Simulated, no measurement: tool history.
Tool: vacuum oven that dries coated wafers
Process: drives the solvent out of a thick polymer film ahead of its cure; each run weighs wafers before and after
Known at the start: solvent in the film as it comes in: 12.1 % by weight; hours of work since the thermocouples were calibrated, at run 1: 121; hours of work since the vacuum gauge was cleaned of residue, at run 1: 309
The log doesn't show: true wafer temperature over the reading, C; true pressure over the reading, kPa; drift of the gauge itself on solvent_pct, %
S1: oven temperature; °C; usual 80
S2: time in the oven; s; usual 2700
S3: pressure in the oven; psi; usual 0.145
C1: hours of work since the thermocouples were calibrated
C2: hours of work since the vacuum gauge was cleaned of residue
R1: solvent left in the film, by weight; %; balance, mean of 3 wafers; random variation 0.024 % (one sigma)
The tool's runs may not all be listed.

{"run": 1, "hour": 0.0, "S1": 80, "S2": 2700, "S3": 0.145, "C1": 121, "C2": 309, "R1": 1.26}
{"run": 2, "hour": 12.2, "S1": 80, "S2": 2700, "S3": 0.145, "C1": 127, "C2": 314, "R1": 1.26}
{"run": 3, "hour": 26.9, "S1": 80, "S2": 2700, "S3": 0.145, "C1": 134, "C2": 321, "R1": 1.31}
{"run": 4, "hour": 41.4, "S1": 80, "S2": 2700, "S3": 0.392, "C1": 141, "C2": 328, "R1": 2.52}
{"run": 5, "hour": 54.6, "S1": 80, "S2": 2700, "S3": 0.392, "C1": 147, "C2": 335, "R1": 2.5}
{"run": 6, "hour": 70.6, "S1": 76, "S2": 2700, "S3": 0.392, "C1": 155, "C2": 342, "R1": 3.27}
{"run": 7, "hour": 84.1, "S1": 76, "S2": 2700, "S3": 0.392, "C1": 161, "C2": 349, "R1": 3.34}
{"run": 8, "hour": 101.4, "S1": 76, "S2": 2700, "S3": 0.392, "C1": 169, "C2": 357, "R1": 3.28}
{"run": 9, "hour": 113.6, "S1": 78, "S2": 2700, "S3": 0.392, "C1": 175, "C2": 363, "R1": 2.86}
{"run": 10, "hour": 122.7, "S1": 80, "S2": 2700, "S3": 0.103, "C1": 179, "C2": 367, "R1": 1.06}
{"run": 11, "hour": 138.6, "S1": 80, "S2": 2700, "S3": 0.103, "C1": 187, "C2": 375, "R1": 1.06}
{"run": 12, "hour": 154.7, "S1": 80, "S2": 2700, "S3": 0.103, "C1": 195, "C2": 382, "R1": 1.06}
{"run": 13, "hour": 168.3, "S1": 80, "S2": 2700, "S3": 0.086, "C1": 201, "C2": 389, "R1": 0.97}
{"run": 14, "hour": 176.6, "S1": 69, "S2": 2700, "S3": 0.145, "C1": 205, "C2": 393, "R1": 3.53}
{"run": 15, "hour": 186.2, "S1": 69, "S2": 2700, "S3": 0.265, "C1": 210, "C2": 397, "R1": 4.37}
{"run": 16, "hour": 198.9, "S1": 85, "S2": 2700, "S3": 0.145, "C1": 216, "C2": 403, "R1": 0.82}
{"run": 17, "hour": 208.8, "S1": 80, "S2": 2700, "S3": 0.196, "C1": 221, "C2": 408, "R1": 1.55}
{"run": 18, "hour": 216.4, "S1": 80, "S2": 2700, "S3": 0.196, "C1": 224, "C2": 412, "R1": 1.53}
{"run": 19, "hour": 228.1, "S1": 75, "S2": 2700, "S3": 0.145, "C1": 230, "C2": 417, "R1": 2.08}
{"run": 20, "hour": 238.9, "S1": 80, "S2": 1740, "S3": 0.145, "C1": 235, "C2": 422, "R1": 2.08}
{"run": 21, "hour": 248.5, "S1": 80, "S2": 1740, "S3": 0.145, "C1": 239, "C2": 427, "R1": 2.06}
{"run": 22, "hour": 264.0, "S1": 80, "S2": 2700, "S3": 0.145, "C1": 247, "C2": 434, "R1": 1.29}
{"run": 23, "hour": 280.7, "S1": 80, "S2": 2700, "S3": 0.145, "C1": 255, "C2": 442, "R1": 1.29}
{"run": 24, "hour": 298.2, "S1": 80, "S2": 1320, "S3": 0.145, "C1": 263, "C2": 451, "R1": 2.88}
{"run": 25, "hour": 305.5, "S1": 80, "S2": 1320, "S3": 0.145, "C1": 267, "C2": 454, "R1": 2.86}
{"run": 26, "hour": 317.2, "S1": 89, "S2": 2700, "S3": 0.145, "C1": 272, "C2": 460, "R1": 0.63}
{"run": 27, "hour": 334.9, "S1": 87, "S2": 2460, "S3": 0.258, "C1": 281, "C2": 468, "R1": 1.21}
{"run": 28, "hour": 342.2, "S1": 71, "S2": 3240, "S3": 0.096, "C1": 284, "C2": 472, "R1": 2.21}
{"run": 29, "hour": 350.6, "S1": 79, "S2": 2700, "S3": 0.08, "C1": 288, "C2": 476, "R1": 1.03}
{"run": 30, "hour": 366.4, "S1": 79, "S2": 2700, "S3": 0.08, "C1": 296, "C2": 483, "R1": 1}
{"run": 31, "hour": 382.1, "S1": 79, "S2": 2700, "S3": 0.08, "C1": 303, "C2": 491, "R1": 1.1}
{"run": 32, "hour": 394.5, "S1": 79, "S2": 2700, "S3": 0.08, "C1": 309, "C2": 497, "R1": 1.05}
{"run": 33, "hour": 403.1, "S1": 80, "S2": 2700, "S3": 0.099, "C1": 313, "C2": 501, "R1": 1.02}
{"run": 34, "hour": 411.8, "S1": 80, "S2": 2700, "S3": 0.099, "C1": 317, "C2": 505, "R1": 1.03}
{"run": 35, "hour": 428.2, "S1": 88, "S2": 2580, "S3": 0.1, "C1": 325, "C2": 513, "R1": 0.55}
{"run": 36, "hour": 439.3, "S1": 88, "S2": 2580, "S3": 0.1, "C1": 330, "C2": 518, "R1": 0.54}
{"run": 37, "hour": 456.9, "S1": 88, "S2": 2580, "S3": 0.1, "C1": 339, "C2": 526, "R1": 0.54}
{"run": 38, "hour": 468.7, "S1": 93, "S2": 1500, "S3": 0.207, "C1": 344, "C2": 532, "R1": 0.79}
{"run": 39, "hour": 482.7, "S1": 65, "S2": 2460, "S3": 0.213, "C1": 351, "C2": 539, "R1": 5.48}
{"run": 40, "hour": 494.5, "S1": 77, "S2": 2460, "S3": 0.129, "C1": 357, "C2": 544, "R1": 1.72}
{"run": 41, "hour": 507.9, "S1": 77, "S2": 2460, "S3": 0.129, "C1": 363, "C2": 551, "R1": 1.74}
{"run": 42, "hour": 521.3, "S1": 77, "S2": 2460, "S3": 0.129, "C1": 369, "C2": 557, "R1": 1.81}
{"run": 43, "hour": 532.2, "S1": 68, "S2": 1560, "S3": 0.086, "C1": 375, "C2": 562, "R1": 5.24}
{"run": 44, "hour": 548.4, "S1": 68, "S2": 1560, "S3": 0.086, "C1": 382, "C2": 570, "R1": 5.24}
{"run": 45, "hour": 563.8, "S1": 68, "S2": 2700, "S3": 0.428, "C1": 390, "C2": 577, "R1": 5.64}
{"run": 46, "hour": 578.4, "S1": 68, "S2": 2700, "S3": 0.428, "C1": 397, "C2": 584, "R1": 5.65}
{"run": 47, "hour": 595.0, "S1": 71, "S2": 4080, "S3": 0.22, "C1": 404, "C2": 592, "R1": 2.54}

Forecast each of these 4 alternatives for the next run:
{"run": "A", "hour": 606.4, "S1": 69, "S2": 4080, "S3": 0.22, "C1": 410, "C2": 597, "R1": "?"}
{"run": "B", "hour": 606.4, "S1": 79, "S2": 2700, "S3": 0.141, "C1": 410, "C2": 597, "R1": "?"}
{"run": "C", "hour": 606.4, "S1": 80, "S2": 2580, "S3": 0.167, "C1": 410, "C2": 597, "R1": "?"}
{"run": "D", "hour": 606.4, "S1": 71, "S2": 4080, "S3": 0.11, "C1": 410, "C2": 597, "R1": "?"}

run=A R1=2.94
run=B R1=1.37
run=C R1=1.4
run=D R1=1.78
Without the tool's hidden state the same runs would have given:
run=A R1=2.91
run=B R1=1.33
run=C R1=1.37
run=D R1=1.72
